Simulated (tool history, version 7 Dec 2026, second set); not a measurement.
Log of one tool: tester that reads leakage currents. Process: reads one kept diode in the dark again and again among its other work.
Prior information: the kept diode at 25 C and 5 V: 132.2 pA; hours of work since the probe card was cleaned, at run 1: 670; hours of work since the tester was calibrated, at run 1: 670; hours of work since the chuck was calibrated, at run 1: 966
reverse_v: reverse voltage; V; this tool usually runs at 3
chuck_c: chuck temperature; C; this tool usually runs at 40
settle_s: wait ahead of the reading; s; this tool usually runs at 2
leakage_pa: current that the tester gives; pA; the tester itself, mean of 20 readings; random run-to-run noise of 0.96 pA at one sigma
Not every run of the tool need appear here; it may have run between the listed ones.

run	day	reverse_v	chuck_c	settle_s	hours of work since the probe card was cleaned	hours of work since the tester was calibrated	hours of work since the chuck was calibrated	leakage_pa
1	0	3	40	2	670	670	966	340.41
2	1.467	3	22	2	692	692	988	97.53
3	3.146	3	40	5.95	717	717	1013	338.5
4	4.025	3	40	6.95	730	730	1027	340.7
5	4.767	3	40	6.95	741	741	1038	340.07
6	5.604	3	40	6.95	754	754	1050	341.57
7	7.208	3	40	6.95	778	778	1074	340.89
8	8.654	3	50	2	799	799	1096	643.66
9	9.45	3	50	2	811	811	1108	645.04
10	11.221	3	23	2	837	837	1134	106.45
11	12.308	3	50	2	854	854	1150	647.92
12	13.921	3	50	2	878	878	1175	651.36
13	15.475	3	50	2	901	901	1198	650.23
14	16.512	3	50	2	917	917	1213	649.47
15	17.7	3	50	2	934	934	1231	649.77
16	19.012	3	50	2	954	954	1251	650.21
17	19.938	3	50	2	968	968	1265	651.67
18	21.454	3	50	2	991	991	1287	650.74
# day 23.033: chuck's temperature calibrated
19	23.033	3	50	2	1013	1013	0	606.23
20	24.45	3	50	2	1034	1034	21	607.11
21	25.254	3	50	2	1046	1046	33	608.46
22	27.062	14.98	50	2	1073	1073	60	1037.46
# day 27.254: tester calibrated
23	28.25	7.07	25	0.78	1090	15	77	157.15
24	29.442	7.07	25	0.78	1108	33	95	157.46
25	30.833	4.79	47	9.8	1128	54	115	589.93
# day 31.904: tester calibrated, once more
26	32.575	12.48	24	3.27	1153	10	140	179.25
27	34.229	12.48	24	3.27	1178	35	165	178.46
28	35.588	12.48	24	3.27	1198	55	185	179.75
29	36.388	1.51	29	0.5	1210	67	197	123.08
30	37.792	1.51	29	0.5	1231	88	218	123.95
31	39.171	1.51	29	0.5	1252	109	239	123.73
32	40.962	5.39	25	0.97	1279	135	266	144.61
33	42.175	2.47	50	0.8	1297	154	284	579.1
34	43.738	3	29	2.13	1320	177	307	154.76
35	44.7	18.67	59	2.13	1334	191	322	1932.32
36	45.983	18.67	59	2.13	1354	211	341	1926.37
37	47.329	12.21	59	0.73	1374	231	361	1691.36
38	49.083	12.21	59	0.73	1400	257	387	1690.19
39	49.983	4.7	33	0.39	1413	270	401	242.02
40	51.554	4.7	33	0.39	1437	294	424	243.81
41	52.412	1.42	33	0.39	1450	307	437	162.22

Take each entry between the runs: how does the hidden state at the last listed run before it differ from the hidden state at the first listed run after it?
From run 18 to run 19: chuck's temperature calibrated (day 23.033)
  stray current of the dirty probe card, pA a volt: 0.797 -> 0.815; true chuck temperature over the reading, C: 1.07 -> -0.1
  measured minus no-state result, leakage_pa: +44.62 -> -0.87 pA
From run 22 to run 23: tester calibrated (day 27.254)
  stray current of the dirty probe card, pA a volt: 0.863 -> 0.877; current scale over the true one, %: 0.12 -> 0.19; true chuck temperature over the reading, C: -0.05 -> -0.04
  measured minus no-state result, leakage_pa: +10.63 -> +5.93 pA
From run 25 to run 26: tester calibrated, once more (day 31.904)
  stray current of the dirty probe card, pA a volt: 0.908 -> 0.926; current scale over the true one, %: 0.2 -> 0.11; true chuck temperature over the reading, C: -0.01 -> 0.01
  measured minus no-state result, leakage_pa: +5.18 -> +11.7 pA

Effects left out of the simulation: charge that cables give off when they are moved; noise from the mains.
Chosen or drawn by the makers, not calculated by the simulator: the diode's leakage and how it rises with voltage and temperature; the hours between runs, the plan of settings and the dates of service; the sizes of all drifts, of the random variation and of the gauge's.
